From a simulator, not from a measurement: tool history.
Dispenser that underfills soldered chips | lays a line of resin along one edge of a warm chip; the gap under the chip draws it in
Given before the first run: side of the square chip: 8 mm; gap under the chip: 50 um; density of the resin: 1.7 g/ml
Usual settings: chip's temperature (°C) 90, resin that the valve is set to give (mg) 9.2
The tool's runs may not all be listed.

run,hour,chip's temperature (°C),resin that the valve is set to give (mg),time until the resin shows at the far edge (s),resin that the valve gave (mg)
1,0,90,9.2,33.7,9.01
# hour 7.7: new syringe of resin
2,12.7,90,9.48,31.2,9.29
# hour 23.2: new syringe of resin
3,23.3,90,9.48,25.5,9.26
4,33.5,78,9.2,62,8.89
# hour 37.8: new syringe of resin
5,41.5,78,9.2,47.9,8.92
6,49,78,9.2,63.3,8.8
# hour 52.1: new syringe of resin
7,62.7,78,9.2,63.4,8.84
# hour 66.9: new syringe of resin
8,75.9,78,9.2,60.1,8.79
# hour 81.4: new syringe of resin
9,83.3,90,10.44,28.2,9.91
10,90.5,90,10.44,36.6,9.87
# hour 95.8: new syringe of resin
11,100.6,90,9.2,30.2,8.66
# hour 111.2: new syringe of resin
12,113.6,90,9.2,28.7,8.62
# hour 121.7: dispensing valve cleaned and set on the balance
13,125.7,90,9.2,43.7,9.2
# hour 127: new syringe of resin
14,137.2,90,9.2,37.5,9.18
# hour 142.3: new syringe of resin
15,151.3,90,9.2,37.2,9.1
# hour 156.6: new syringe of resin
16,158.2,90,8.32,27.2,8.18
# hour 171.3: new syringe of resin
17,172,92,9.2,24.5,9
18,182.8,92,9.2,38.1,8.97
# hour 186.2: new syringe of resin
19,189.4,82,9.65,40.4,9.37

Run 20 is up next; what results do you expect?
20,197,82,9.65,?,?

Run 20 gave time until the resin shows at the far edge (s) 54.5, resin that the valve gave (mg) 9.39.
Had the tool carried no hidden state, the very same run would have given time until the resin shows at the far edge (s) 34.6, resin that the valve gave (mg) 9.68.

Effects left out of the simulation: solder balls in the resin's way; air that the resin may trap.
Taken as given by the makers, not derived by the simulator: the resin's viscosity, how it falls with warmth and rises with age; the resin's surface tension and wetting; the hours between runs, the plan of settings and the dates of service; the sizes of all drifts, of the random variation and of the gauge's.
